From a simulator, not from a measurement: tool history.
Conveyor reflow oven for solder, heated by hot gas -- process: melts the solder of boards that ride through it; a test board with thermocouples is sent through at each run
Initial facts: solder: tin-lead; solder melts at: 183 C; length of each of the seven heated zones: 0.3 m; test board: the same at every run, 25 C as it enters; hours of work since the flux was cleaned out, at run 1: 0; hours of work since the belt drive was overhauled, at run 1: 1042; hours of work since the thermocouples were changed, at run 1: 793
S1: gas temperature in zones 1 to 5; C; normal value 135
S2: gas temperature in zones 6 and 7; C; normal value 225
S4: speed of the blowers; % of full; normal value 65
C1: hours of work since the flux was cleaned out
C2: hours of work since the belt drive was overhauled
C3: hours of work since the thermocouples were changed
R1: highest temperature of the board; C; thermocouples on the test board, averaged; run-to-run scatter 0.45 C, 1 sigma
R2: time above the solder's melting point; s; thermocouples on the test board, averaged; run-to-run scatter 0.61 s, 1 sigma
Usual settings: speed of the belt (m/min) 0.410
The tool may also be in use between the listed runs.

{"run": 1, "day": 0.0, "S1": 135, "S2": 225, "speed of the belt (m/min)": 0.41, "S4": 65, "C1": 0, "C2": 1042, "C3": 793, "R1": 208.2, "R2": 58.5}
{"run": 2, "day": 1.542, "S1": 135, "S2": 230, "speed of the belt (m/min)": 0.41, "S4": 65, "C1": 17, "C2": 1059, "C3": 810, "R1": 213.7, "R2": 63.6}
{"run": 3, "day": 2.979, "S1": 135, "S2": 225, "speed of the belt (m/min)": 0.41, "S4": 65, "C1": 32, "C2": 1074, "C3": 826, "R1": 208.5, "R2": 57.8}
{"run": 4, "day": 3.788, "S1": 135, "S2": 239, "speed of the belt (m/min)": 0.41, "S4": 65, "C1": 41, "C2": 1083, "C3": 834, "R1": 221.4, "R2": 69.8}
{"run": 5, "day": 4.812, "S1": 135, "S2": 239, "speed of the belt (m/min)": 0.41, "S4": 65, "C1": 52, "C2": 1094, "C3": 845, "R1": 220.9, "R2": 69.6}
{"run": 6, "day": 6.004, "S1": 135, "S2": 239, "speed of the belt (m/min)": 0.41, "S4": 65, "C1": 65, "C2": 1107, "C3": 858, "R1": 220.9, "R2": 68.8}
{"run": 7, "day": 6.833, "S1": 135, "S2": 225, "speed of the belt (m/min)": 0.41, "S4": 65, "C1": 74, "C2": 1116, "C3": 867, "R1": 209.4, "R2": 58.9}
{"run": 8, "day": 7.833, "S1": 135, "S2": 225, "speed of the belt (m/min)": 0.41, "S4": 65, "C1": 85, "C2": 1127, "C3": 878, "R1": 208.4, "R2": 57.4}
{"run": 9, "day": 8.754, "S1": 135, "S2": 225, "speed of the belt (m/min)": 0.41, "S4": 65, "C1": 95, "C2": 1137, "C3": 888, "R1": 209.0, "R2": 57.8}
{"run": 10, "day": 10.512, "S1": 135, "S2": 225, "speed of the belt (m/min)": 0.41, "S4": 59, "C1": 114, "C2": 1156, "C3": 907, "R1": 207.0, "R2": 55.7}
{"run": 11, "day": 11.608, "S1": 135, "S2": 225, "speed of the belt (m/min)": 0.41, "S4": 65, "C1": 126, "C2": 1168, "C3": 919, "R1": 207.9, "R2": 57.1}
{"run": 12, "day": 13.092, "S1": 139, "S2": 225, "speed of the belt (m/min)": 0.41, "S4": 65, "C1": 142, "C2": 1184, "C3": 935, "R1": 208.2, "R2": 59.8}
{"day": 13.583, "done": "belt drive overhauled, speed set with a stopwatch"}
{"run": 13, "day": 14.55, "S1": 135, "S2": 225, "speed of the belt (m/min)": 0.41, "S4": 65, "C1": 156, "C2": 11, "C3": 949, "R1": 208.4, "R2": 57.9}
{"run": 14, "day": 15.692, "S1": 135, "S2": 225, "speed of the belt (m/min)": 0.41, "S4": 65, "C1": 168, "C2": 23, "C3": 962, "R1": 207.3, "R2": 57.6}
{"run": 15, "day": 17.342, "S1": 135, "S2": 225, "speed of the belt (m/min)": 0.41, "S4": 65, "C1": 186, "C2": 41, "C3": 980, "R1": 207.1, "R2": 57.3}
{"run": 16, "day": 18.579, "S1": 135, "S2": 225, "speed of the belt (m/min)": 0.441, "S4": 65, "C1": 200, "C2": 54, "C3": 993, "R1": 204.9, "R2": 49.3}
{"run": 17, "day": 19.529, "S1": 135, "S2": 225, "speed of the belt (m/min)": 0.441, "S4": 65, "C1": 210, "C2": 65, "C3": 1003, "R1": 205.1, "R2": 50.3}
{"run": 18, "day": 20.958, "S1": 129, "S2": 225, "speed of the belt (m/min)": 0.41, "S4": 65, "C1": 226, "C2": 80, "C3": 1019, "R1": 206.2, "R2": 52.8}
{"run": 19, "day": 22.029, "S1": 135, "S2": 225, "speed of the belt (m/min)": 0.41, "S4": 83, "C1": 237, "C2": 92, "C3": 1030, "R1": 208.6, "R2": 60.6}
{"day": 22.988, "done": "belt drive overhauled, speed set with a stopwatch, once more"}
{"run": 20, "day": 23.892, "S1": 146, "S2": 239, "speed of the belt (m/min)": 0.465, "S4": 83, "C1": 256, "C2": 10, "C3": 1049, "R1": 219.0, "R2": 61.4}
{"run": 21, "day": 25.188, "S1": 146, "S2": 239, "speed of the belt (m/min)": 0.357, "S4": 83, "C1": 270, "C2": 24, "C3": 1063, "R1": 224.8, "R2": 87.4}
{"run": 22, "day": 26.671, "S1": 135, "S2": 234, "speed of the belt (m/min)": 0.348, "S4": 60, "C1": 286, "C2": 40, "C3": 1079, "R1": 217.0, "R2": 77.6}
{"run": 23, "day": 28.058, "S1": 135, "S2": 234, "speed of the belt (m/min)": 0.348, "S4": 60, "C1": 301, "C2": 55, "C3": 1094, "R1": 217.6, "R2": 78.1}
{"day": 29.321, "done": "flux residue cleaned out of gas plates and filters"}
{"run": 24, "day": 29.329, "S1": 135, "S2": 234, "speed of the belt (m/min)": 0.348, "S4": 60, "C1": 0, "C2": 67, "C3": 1106, "R1": 219.9, "R2": 80.7}
{"run": 25, "day": 30.796, "S1": 135, "S2": 224, "speed of the belt (m/min)": 0.47, "S4": 62, "C1": 16, "C2": 82, "C3": 1122, "R1": 201.4, "R2": 41.1}
{"run": 26, "day": 32.033, "S1": 135, "S2": 224, "speed of the belt (m/min)": 0.47, "S4": 62, "C1": 29, "C2": 96, "C3": 1135, "R1": 200.9, "R2": 41.5}
{"run": 27, "day": 33.979, "S1": 128, "S2": 234, "speed of the belt (m/min)": 0.41, "S4": 65, "C1": 51, "C2": 117, "C3": 1156, "R1": 214.4, "R2": 59.5}
{"run": 28, "day": 35.575, "S1": 128, "S2": 234, "speed of the belt (m/min)": 0.41, "S4": 65, "C1": 68, "C2": 134, "C3": 1173, "R1": 214.4, "R2": 59.4}

Predict each of these 4 candidate next runs independently; none follows another, all start after run 28:
{"run": "A", "day": 37.05, "S1": 120, "S2": 220, "speed of the belt (m/min)": 0.41, "S4": 65, "C1": 84, "C2": 150, "C3": 1189, "R1": "?", "R2": "?"}
{"run": "B", "day": 37.05, "S1": 139, "S2": 217, "speed of the belt (m/min)": 0.41, "S4": 63, "C1": 84, "C2": 150, "C3": 1189, "R1": "?", "R2": "?"}
{"run": "C", "day": 37.05, "S1": 132, "S2": 225, "speed of the belt (m/min)": 0.41, "S4": 65, "C1": 84, "C2": 150, "C3": 1189, "R1": "?", "R2": "?"}
{"run": "D", "day": 37.05, "S1": 128, "S2": 225, "speed of the belt (m/min)": 0.442, "S4": 65, "C1": 84, "C2": 150, "C3": 1189, "R1": "?", "R2": "?"}

run=A R1=199.8 R2=40.4
run=B R1=200.0 R2=46.4
run=C R1=206.3 R2=53.5
run=D R1=203.3 R2=43.1
Without the tool's unlogged condition, the same runs would have read:
run=A R1=203.8 R2=46.3
run=B R1=203.8 R2=51.9
run=C R1=210.2 R2=58.1
run=D R1=207.3 R2=47.9

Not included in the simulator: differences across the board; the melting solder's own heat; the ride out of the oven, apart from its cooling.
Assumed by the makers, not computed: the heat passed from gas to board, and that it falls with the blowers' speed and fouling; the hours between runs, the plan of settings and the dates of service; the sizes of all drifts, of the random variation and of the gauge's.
